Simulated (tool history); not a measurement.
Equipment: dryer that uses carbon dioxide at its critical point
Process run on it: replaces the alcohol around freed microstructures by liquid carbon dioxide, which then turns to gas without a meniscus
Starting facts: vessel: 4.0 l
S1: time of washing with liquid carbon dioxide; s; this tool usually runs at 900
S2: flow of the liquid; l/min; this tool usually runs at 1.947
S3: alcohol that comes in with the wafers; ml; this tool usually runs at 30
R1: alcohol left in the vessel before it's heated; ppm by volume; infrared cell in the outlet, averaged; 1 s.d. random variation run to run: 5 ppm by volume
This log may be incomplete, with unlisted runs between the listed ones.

run   hour    S1     S2   S3   R1
  1    0.0   900  1.947   30   72
  2   14.5   900  1.947   30   68
  3   26.4   900  1.947   30   68
  4   42.2   660  1.947   30  179
  5   53.0   660  1.947   30  178
  6   68.3   900  1.947   30   74
  7   85.7   900  1.947   30   73
  8  100.9   900  1.947   30   75
  9  118.2   900  1.880   30   84
 10  130.0   900  1.880   31   87
 11  142.8   900  1.947   30   74
 12  150.6   900  1.947   30   83
 13  167.6   900  1.947   30   77
 14  183.7   900  1.947   30   84
 15  192.3   900  1.947   30   81
 16  207.5   900  1.330   30  296
 17  220.7   900  1.330   30  310
 18  229.2   900  1.330   30  301
 19  244.1   900  1.330   30  292
 20  259.3   900  1.330   81  749
 21  269.6   900  1.947   78  169
 22  278.3   900  1.947   78  184
 23  291.4   540  1.980   67  885
 24  308.2   600  1.520   30  650
 25  321.3  1140  2.030   60   70
 26  329.4   600  3.090  117  201
 27  344.5   600  3.090  117  210
 28  360.4   600  3.090  117  216
 29  371.6   900  3.090  117   60
 30  388.2   600  3.120   26   83
 31  395.8  1200  1.830  120  121
     402.9  -- inlet filter changed
 32  409.2  1200  1.830  120   62
 33  419.7   960  1.947   82  103
 34  427.5   900  2.440  119   67
 35  435.7   780  1.947   53  149
 36  453.2  1140  1.240   30  140
 37  470.2  1320  2.610   22   39
 38  481.0   960  1.850   65  102
 39  496.5   600  3.260   57   73
 40  506.3  1260  1.610   58   76
 41  513.7   900  2.240   55   80
 42  526.2   900  1.640   85  278
 43  536.0   900  1.780   29   99
 44  548.7   540  2.080   94  772

Predict each of these 4 candidate next runs independently; none follows another, all start after run 44:
  A  561.8   600  2.540  35   ?
  B  561.8   660  1.750  30   ?
  C  561.8  1080  1.750  62   ?
  D  561.8  1320  3.040  27   ?

run   R1
  A  129
  B  275
  C  100
  D   51
Take away the tool's hidden state, keep each run's random variation, and the runs would have read:
run   R1
  A   68
  B  190
  C   40
  D    5
